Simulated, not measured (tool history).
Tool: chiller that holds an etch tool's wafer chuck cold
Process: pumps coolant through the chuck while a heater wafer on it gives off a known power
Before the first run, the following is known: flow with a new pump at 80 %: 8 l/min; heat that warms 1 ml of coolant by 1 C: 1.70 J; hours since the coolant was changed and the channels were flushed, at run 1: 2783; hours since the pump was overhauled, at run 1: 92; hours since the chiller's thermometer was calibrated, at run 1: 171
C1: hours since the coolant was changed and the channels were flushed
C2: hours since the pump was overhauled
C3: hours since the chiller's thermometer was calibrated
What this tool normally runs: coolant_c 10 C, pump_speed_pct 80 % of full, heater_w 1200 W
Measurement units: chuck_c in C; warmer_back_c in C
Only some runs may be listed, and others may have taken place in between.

Run 1, hour 0: usual settings; C1 2783; C2 92; C3 171. Result: chuck_c 22.1 C, warmer_back_c 5.31 C.
Run 2, hour 29.8: usual settings; C1 2812; C2 122; C3 201. Result: chuck_c 22 C, warmer_back_c 5.31 C.
Run 3, hour 63.8: usual settings; C1 2846; C2 156; C3 235. Result: chuck_c 22.2 C, warmer_back_c 5.35 C.
Run 4, hour 112.3: usual settings; C1 2895; C2 204; C3 284. Result: chuck_c 22 C, warmer_back_c 5.4 C.
Run 5, hour 143.3: usual settings; C1 2926; C2 235; C3 315. Result: chuck_c 22 C, warmer_back_c 5.35 C.
Run 6, hour 184.8: usual settings; C1 2967; C2 277; C3 356. Result: chuck_c 21.9 C, warmer_back_c 5.3 C.
Run 7, hour 225.2: usual settings but heater_w 952 W; C1 3008; C2 317; C3 397. Result: chuck_c 19.5 C, warmer_back_c 4.22 C.
Run 8, hour 270: usual settings but heater_w 952 W; C1 3053; C2 362; C3 441. Result: chuck_c 19.6 C, warmer_back_c 4.24 C.
Run 9, hour 293.7: usual settings but pump_speed_pct 67 % of full, heater_w 952 W; C1 3076; C2 386; C3 465. Result: chuck_c 20.9 C, warmer_back_c 5.19 C.
Run 10, hour 326.5: usual settings but pump_speed_pct 67 % of full, heater_w 952 W; C1 3109; C2 419; C3 498. Result: chuck_c 20.8 C, warmer_back_c 5.13 C.
Run 11, hour 365.7: usual settings but coolant_c 4 C; C1 3148; C2 458; C3 537. Result: chuck_c 16.1 C, warmer_back_c 5.33 C.
Run 12, hour 407.7: usual settings but coolant_c 4 C; C1 3190; C2 500; C3 579. Result: chuck_c 16.2 C, warmer_back_c 5.37 C.
Run 13, hour 440.5: usual settings but coolant_c 4 C; C1 3223; C2 533; C3 612. Result: chuck_c 16.1 C, warmer_back_c 5.38 C.
Run 14, hour 462.4: usual settings but heater_w 1085 W; C1 3245; C2 554; C3 634. Result: chuck_c 20.9 C, warmer_back_c 4.86 C.
Run 15, hour 501.9: usual settings but heater_w 1085 W; C1 3285; C2 594; C3 673. Result: chuck_c 20.9 C, warmer_back_c 4.88 C.
Run 16, hour 538.5: usual settings but heater_w 1085 W; C1 3321; C2 631; C3 710. Result: chuck_c 20.8 C, warmer_back_c 4.87 C.
Run 17, hour 570.2: usual settings but heater_w 1085 W; C1 3353; C2 662; C3 741. Result: chuck_c 20.9 C, warmer_back_c 4.88 C.
Run 18, hour 610.2: usual settings but coolant_c 2 C, pump_speed_pct 63 % of full; C1 3393; C2 702; C3 782. Result: chuck_c 16.4 C, warmer_back_c 7 C.

Predict the results of run 19:
Run 19, hour 653.9: usual settings but coolant_c 6 C, pump_speed_pct 64 % of full, heater_w 1307 W; C1 3437; C2 746; C3 825. Result: chuck_c ?, warmer_back_c ?.

For run 19 the tool returned chuck_c 21.7 C, warmer_back_c 7.52 C.
With the hidden condition absent and the run-to-run variation left alone, this run would have shown chuck_c 20.9 C, warmer_back_c 7.39 C.
